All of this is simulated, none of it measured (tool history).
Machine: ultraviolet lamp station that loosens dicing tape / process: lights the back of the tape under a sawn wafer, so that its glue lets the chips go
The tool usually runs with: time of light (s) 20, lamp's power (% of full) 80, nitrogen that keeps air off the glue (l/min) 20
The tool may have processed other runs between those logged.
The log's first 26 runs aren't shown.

run	hour	time of light (s)	lamp's power (% of full)	nitrogen that keeps air off the glue (l/min)	force that peels the tape off (N)	light that reached the tape (J/m2)
# hour 1493.7: window cleaned of glue's vapour
27	1498.1	34	76	9	0.781	5280
28	1553.3	34	76	9	0.841	5100
29	1593.7	24	91	12	1.004	4250
30	1648.9	24	91	12	1.131	4060
31	1701.4	26	66	26	1.249	3070
32	1750.7	30	89	10	0.972	4640
33	1785.7	30	89	10	1.022	4530
34	1817.7	30	89	10	1.064	4440

Here are 5 independent what-if runs from the current tool condition. What would each one return?
A	1872.3	20	80	20	?	?
B	1872.3	17	80	18	?	?
C	1872.3	30	89	9	?	?
D	1872.3	13	88	10	?	?
E	1872.3	30	63	10	?	?

run	force that peels the tape off (N)	light that reached the tape (J/m2)
A	1.915	2570
B	2.708	2170
C	1.309	4280
D	4.004	1840
E	2.161	3060
With no hidden state in the tool, these same runs would have given:
run	force that peels the tape off (N)	light that reached the tape (J/m2)
A	0.917	3790
B	1.421	3220
C	0.576	6320
D	2.496	2720
E	1.059	4510

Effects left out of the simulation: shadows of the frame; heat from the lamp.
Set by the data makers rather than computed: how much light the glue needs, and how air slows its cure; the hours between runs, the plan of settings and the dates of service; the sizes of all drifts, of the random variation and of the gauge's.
